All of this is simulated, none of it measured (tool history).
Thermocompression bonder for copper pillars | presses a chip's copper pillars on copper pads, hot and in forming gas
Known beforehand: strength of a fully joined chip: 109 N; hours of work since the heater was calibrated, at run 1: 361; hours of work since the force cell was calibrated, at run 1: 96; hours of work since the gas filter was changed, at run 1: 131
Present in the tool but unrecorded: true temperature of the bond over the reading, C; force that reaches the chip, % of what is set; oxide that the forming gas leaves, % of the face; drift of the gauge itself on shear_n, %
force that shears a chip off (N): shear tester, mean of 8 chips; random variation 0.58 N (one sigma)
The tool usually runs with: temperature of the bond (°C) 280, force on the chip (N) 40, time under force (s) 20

run  hour  temperature of the bond (°C)  force on the chip (N)  time under force (s)  hours of work since the heater was calibrated  hours of work since the force cell was calibrated  hours of work since the gas filter was changed  force that shears a chip off (N)
  1     0                           280                     40                    20                                            361                                                 96                                             131                              40.1
  2   8.9                           280                     40                    20                                            366                                                102                                             137                              39.5
  3  15.4                           280                     28                    20                                            370                                                106                                             141                              33.7
  4  21.2                           280                     40                    15                                            374                                                110                                             145                              36.8
  5    28                           256                     40                    15                                            378                                                114                                             149                              24.7
  6  37.1                           256                     40                    15                                            384                                                120                                             155                                24
  7  45.4                           256                     40                    15                                            389                                                125                                             160                                25
  8  51.5                           256                     40                    15                                            393                                                129                                             164                              24.6
  9  57.9                           256                     40                    15                                            397                                                133                                             168                              24.6
 10    65                           283                     29                    29                                            402                                                137                                             172                              40.9
 11  74.1                           283                     29                    29                                            407                                                143                                             178                              40.2
 12  82.3                           283                     29                    29                                            413                                                148                                             183                              41.1
 13  89.6                           283                     29                    29                                            417                                                153                                             188                              41.4

Here are 3 independent what-if runs from the current tool condition. What would each one return?
  A  94.4                           280                     25                    57                                            420                                                156                                             191                                 ?
  B  94.4                           304                     45                    45                                            420                                                156                                             191                                 ?
  C  94.4                           281                     38                    28                                            420                                                156                                             191                                 ?

run  force that shears a chip off (N)
  A                              46.6
  B                              71.8
  C                              45.4
Without the tool's hidden state the same runs would have given:
run  force that shears a chip off (N)
  A                              44.6
  B                              70.6
  C                              43.4
